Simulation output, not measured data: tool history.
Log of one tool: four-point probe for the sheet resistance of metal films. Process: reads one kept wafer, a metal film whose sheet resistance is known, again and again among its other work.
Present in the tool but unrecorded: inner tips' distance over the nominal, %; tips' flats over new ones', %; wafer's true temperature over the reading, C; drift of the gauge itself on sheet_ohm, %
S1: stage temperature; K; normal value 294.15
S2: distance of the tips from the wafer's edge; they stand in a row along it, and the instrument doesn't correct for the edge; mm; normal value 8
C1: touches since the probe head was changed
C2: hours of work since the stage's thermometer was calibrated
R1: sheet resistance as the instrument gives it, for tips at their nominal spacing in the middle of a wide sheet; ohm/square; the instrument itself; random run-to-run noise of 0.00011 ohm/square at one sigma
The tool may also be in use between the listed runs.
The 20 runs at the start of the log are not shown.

| run | hour | S1 | S2 | C1 | C2 | R1 |
|---|---|---|---|---|---|---|
| 21 | 1519.9 | 294.15 | 4 | 67585 | 399 | 0.563023 |
| 22 | 1588.8 | 294.15 | 4 | 68511 | 442 | 0.562797 |
| 23 | 1684.8 | 294.15 | 4 | 69802 | 504 | 0.563033 |
|  | 1704.1 | new probe head fitted |
| 24 | 1745.1 | 296.15 | 4 | 551 | 541 | 0.562666 |
| 25 | 1805.5 | 292.15 | 8 | 1363 | 580 | 0.559845 |
| 26 | 1872.6 | 292.15 | 53 | 2265 | 622 | 0.558916 |
| 27 | 1952.2 | 292.15 | 53 | 3334 | 673 | 0.558761 |
| 28 | 2006.6 | 292.15 | 71 | 4065 | 708 | 0.558651 |
| 29 | 2092.8 | 305.15 | 32 | 5224 | 763 | 0.556623 |
| 30 | 2142.8 | 294.15 | 21 | 5896 | 794 | 0.558362 |
| 31 | 2200.2 | 292.15 | 6 | 6667 | 831 | 0.560838 |
| 32 | 2260.6 | 294.15 | 9 | 7479 | 869 | 0.559231 |

Estimate the outcome of run 33 from the log above:
| 33 | 2330.5 | 298.15 | 14 | 8419 | 914 | ? |

{"run 33": {"R1": 0.558093}}
Had the tool carried no hidden state, the very same run would have given R1 0.558142 ohm/square.
